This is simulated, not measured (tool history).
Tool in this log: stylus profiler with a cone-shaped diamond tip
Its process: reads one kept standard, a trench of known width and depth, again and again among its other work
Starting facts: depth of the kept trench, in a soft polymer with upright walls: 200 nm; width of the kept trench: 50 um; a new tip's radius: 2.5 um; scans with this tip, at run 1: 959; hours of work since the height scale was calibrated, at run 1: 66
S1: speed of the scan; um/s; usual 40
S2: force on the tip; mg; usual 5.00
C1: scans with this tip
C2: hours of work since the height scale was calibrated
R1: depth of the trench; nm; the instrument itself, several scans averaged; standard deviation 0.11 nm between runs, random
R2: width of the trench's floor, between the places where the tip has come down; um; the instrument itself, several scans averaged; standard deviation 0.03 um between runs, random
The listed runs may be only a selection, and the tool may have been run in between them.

run 1 hour=0.0 | S1=40 S2=5.00 | C1=959 C2=66 | R1=201.54 R2=47.81
run 2 hour=18.0 | S1=40 S2=5.00 | C1=1130 C2=78 | R1=201.73 R2=47.78
run 3 hour=34.2 | S1=40 S2=5.00 | C1=1283 C2=89 | R1=201.68 R2=47.74
run 4 hour=48.0 | S1=40 S2=7.76 | C1=1415 C2=98 | R1=202.38 R2=47.80
run 5 hour=63.9 | S1=40 S2=5.71 | C1=1565 C2=108 | R1=201.73 R2=47.82
run 6 hour=75.3 | S1=40 S2=5.00 | C1=1674 C2=116 | R1=201.86 R2=47.70
run 7 hour=85.5 | S1=40 S2=5.00 | C1=1770 C2=122 | R1=201.55 R2=47.73
run 8 hour=100.3 | S1=66 S2=4.02 | C1=1911 C2=132 | R1=201.45 R2=47.62
run 9 hour=109.8 | S1=26 S2=2.99 | C1=2000 C2=138 | R1=201.06 R2=47.76
run 10 hour=124.7 | S1=26 S2=2.99 | C1=2142 C2=148 | R1=201.28 R2=47.72
run 11 hour=140.9 | S1=26 S2=2.99 | C1=2295 C2=159 | R1=201.22 R2=47.75
run 12 hour=150.4 | S1=18 S2=2.74 | C1=2385 C2=165 | R1=201.03 R2=47.75

Here are 5 independent what-if runs from the current tool condition. What would each one return?
run A hour=161.3 | S1=74 S2=3.06 | C1=2489 C2=172 | R1=? R2=?
run B hour=161.3 | S1=92 S2=2.18 | C1=2489 C2=172 | R1=? R2=?
run C hour=161.3 | S1=13 S2=9.41 | C1=2489 C2=172 | R1=? R2=?
run D hour=161.3 | S1=117 S2=8.96 | C1=2489 C2=172 | R1=? R2=?
run E hour=161.3 | S1=60 S2=5.60 | C1=2489 C2=172 | R1=? R2=?

run=A R1=201.17 R2=47.54
run=B R1=200.84 R2=47.40
run=C R1=202.84 R2=47.85
run=D R1=202.69 R2=47.54
run=E R1=201.54 R2=47.70
Without the tool's hidden state the same runs would have given:
run=A R1=201.22 R2=47.75
run=B R1=200.90 R2=47.60
run=C R1=202.90 R2=48.06
run=D R1=202.75 R2=47.74
run=E R1=201.60 R2=47.91

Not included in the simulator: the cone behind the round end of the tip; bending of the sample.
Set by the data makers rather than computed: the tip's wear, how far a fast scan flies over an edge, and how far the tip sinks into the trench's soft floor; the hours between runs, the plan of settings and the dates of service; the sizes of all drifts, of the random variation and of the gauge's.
